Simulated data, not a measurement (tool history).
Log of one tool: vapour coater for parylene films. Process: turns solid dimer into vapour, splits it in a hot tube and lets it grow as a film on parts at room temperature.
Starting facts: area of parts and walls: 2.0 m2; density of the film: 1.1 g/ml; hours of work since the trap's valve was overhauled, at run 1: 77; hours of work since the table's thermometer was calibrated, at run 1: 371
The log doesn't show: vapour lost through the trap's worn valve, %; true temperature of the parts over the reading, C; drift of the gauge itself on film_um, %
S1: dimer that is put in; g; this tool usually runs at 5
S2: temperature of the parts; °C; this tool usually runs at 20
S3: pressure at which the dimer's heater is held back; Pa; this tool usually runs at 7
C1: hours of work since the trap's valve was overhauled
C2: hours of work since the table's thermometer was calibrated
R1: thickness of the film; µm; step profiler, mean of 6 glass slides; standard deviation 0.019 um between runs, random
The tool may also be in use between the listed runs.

run   hour  S1  S2    S3   C1   C2    R1
  1      0   5  20     7   77  371  1.65
  2   11.7   5  20     7   85  379  1.67
  3   34.9   5  13     7  102  395  2.18
  4   51.2   2  20     7  113  406  0.69
  5   63.2   5  20     7  121  415  1.64
  6   83.1   5  20     7  135  429  1.61
  7  101.6   5  20     7  148  441  1.62
  8  115.3   5  20     7  157  451   1.6
  9  136.7   5  20     7  172  466   1.6
 10  161.9   5  21     7  190  483  1.56
 11  186.4   5  21  5.13  207  500  1.61
 12  208.5   5  20     7  222  515  1.59
 13  226.3   5  20     7  234  528  1.61
 14  244.9   5  20     7  247  541   1.6
 15  264.1   5  20     7  260  554  1.59
 16  280.4   5  20  7.41  272  565  1.59
 17  299.7   9  14  7.41  285  579   3.7
 18    318   5  12  2.29  298  591  2.11
 19  330.7   5  12  2.29  307  600  2.09
 20  349.5   5  12  2.29  320  613   2.1
 21  365.3   5  20   2.1  331  624  1.82
 22  387.8   4  20  8.02  346  640  1.24
 23  399.8   2  14  8.35  354  648   0.8
 24  411.8   8  17  2.52  363  656  3.19
 25  426.9   7  32     7  373  667  1.25
 26  448.4   2  15   6.4  388  682  0.79
 27  470.2   4  26  5.35  403  697  0.97
 28  493.8   4  26  5.35  420  713  0.96
 29  505.1   6  17  6.94  427  721  2.04
 30  529.5   5  29  5.65  444  738  1.05
 31  543.7   5  29  5.65  454  748  1.05

Each run again, without the hidden state but with its own random variation kept:
run    R1
  1   1.7
  2  1.72
  3  2.22
  4  0.71
  5   1.7
  6  1.69
  7   1.7
  8  1.69
  9  1.69
 10  1.65
 11  1.71
 12  1.69
 13  1.73
 14  1.72
 15  1.71
 16  1.71
 17  4.01
 18  2.25
 19  2.23
 20  2.25
 21  1.99
 22  1.37
 23  0.88
 24  3.52
 25  1.38
 26  0.88
 27  1.08
 28  1.07
 29  2.29
 30  1.19
 31  1.19
